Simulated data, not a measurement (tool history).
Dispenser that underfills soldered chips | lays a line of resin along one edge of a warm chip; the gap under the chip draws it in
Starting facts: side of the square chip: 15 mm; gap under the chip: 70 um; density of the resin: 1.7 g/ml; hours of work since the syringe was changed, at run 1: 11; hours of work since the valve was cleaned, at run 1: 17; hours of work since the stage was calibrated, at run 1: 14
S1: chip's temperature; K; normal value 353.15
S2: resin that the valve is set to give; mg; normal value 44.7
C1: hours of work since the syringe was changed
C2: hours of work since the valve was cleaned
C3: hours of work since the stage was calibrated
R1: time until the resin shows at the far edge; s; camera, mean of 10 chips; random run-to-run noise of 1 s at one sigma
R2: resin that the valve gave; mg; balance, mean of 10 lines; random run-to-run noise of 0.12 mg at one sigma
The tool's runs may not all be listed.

run   hour      S1    S2  C1  C2   C3     R1     R2
  1    0.0  353.15  44.7  11  17   14  250.3  44.33
       1.5  -- new syringe of resin
  2    6.1  353.15  44.7   4  21   19  129.6  43.86
  3   13.0  353.15  44.7   9  26   24  203.1  43.52
      17.5  -- new syringe of resin
  4   17.6  353.15  44.7   0  30   28  104.9  43.45
  5   24.9  353.15  44.7   6  35   33  158.3  43.37
  6   29.6  353.15  44.7   9  39   37  209.7  43.08
      33.3  -- new syringe of resin
      35.9  -- dispensing valve cleaned and set on the balance
  7   36.8  353.15  44.7   2   1   42  115.2  44.46
  8   41.7  353.15  44.7   6   4   45  158.9  44.43
  9   47.6  353.15  44.7  10   9   50  227.1  44.34
      50.2  -- new syringe of resin
 10   53.9  353.15  44.7   3  14   55  126.0  44.14
 11   60.1  353.15  44.7   8  19   59  183.4  43.84
 12   64.2  353.15  44.7  11  22   63  236.5  43.95
      65.9  -- new syringe of resin
 13   72.3  353.15  44.7   5  28   69  149.9  43.62
 14   75.7  353.15  44.7   8  30   71  182.5  43.55
      82.0  -- new syringe of resin
 15   83.3  353.15  44.7   1  36   77  110.0  43.32
 16   88.6  353.15  44.7   5  40   81  150.1  43.18
      93.2  -- dispensing valve cleaned and set on the balance
 17   96.0  353.15  44.7  10   2   86  223.5  44.47
      98.6  -- new syringe of resin
 18  103.7  353.15  44.7   4   8   92  137.7  44.38
 19  110.7  353.15  44.7   9  13   97  213.2  43.87
     114.7  -- new syringe of resin
 20  116.6  353.15  50.0   1  18  102  112.8  49.03
 21  122.5  353.15  50.0   6  22  106  161.4  48.88
 22  126.2  365.15  50.0   9  25  109  121.6  48.75
     130.7  -- new syringe of resin
 23  132.7  339.15  45.9   2  30  114  220.6  44.75
 24  139.0  339.15  45.9   6  35  119  318.0  44.44
 25  145.2  363.15  55.3  11  40  124  159.5  53.09
     146.7  -- new syringe of resin
     150.9  -- dispensing valve cleaned and set on the balance
 26  152.5  367.15  51.9   4   1  128   75.8  51.94
 27  158.2  367.15  51.9   8   6  133  107.9  51.44
 28  163.0  350.15  42.6  12   9  137  295.2  42.12
     163.6  -- new syringe of resin
 29  169.7  358.15  50.0   5  14  142  122.1  49.34
 30  175.6  346.15  44.5   9  19  146  291.1  43.71
     179.6  -- new syringe of resin
 31  183.0  351.15  57.8   3  25  152  136.2  56.47
 32  186.2  353.15  50.2   5  27  154  149.4  48.86
 33  192.7  353.15  50.2  10  32  159  223.1  48.59
     195.5  -- new syringe of resin
 34  199.1  358.15  39.9   3  37  164  105.0  38.59
 35  203.7  358.15  39.9   6  40  168  137.2  38.38

3 options for the next run, each taken on its own from the tool as it stands now. Forecast them:
     208.5  -- dispensing valve cleaned and set on the balance
  A  211.4  357.15  50.5  12   2  173   ?   ?
     208.5  -- dispensing valve cleaned and set on the balance
  B  211.4  359.15  54.4  12   2  173   ?   ?
     208.5  -- dispensing valve cleaned and set on the balance
  C  211.4  366.15  44.7  12   2  173   ?   ?

run     R1     R2
  A  202.5  50.24
  B  193.2  54.37
  C  146.4  44.80
With no hidden state in the tool, these same runs would have given:
run    R1     R2
  A  81.5  50.33
  B  77.7  54.47
  C  59.0  44.88
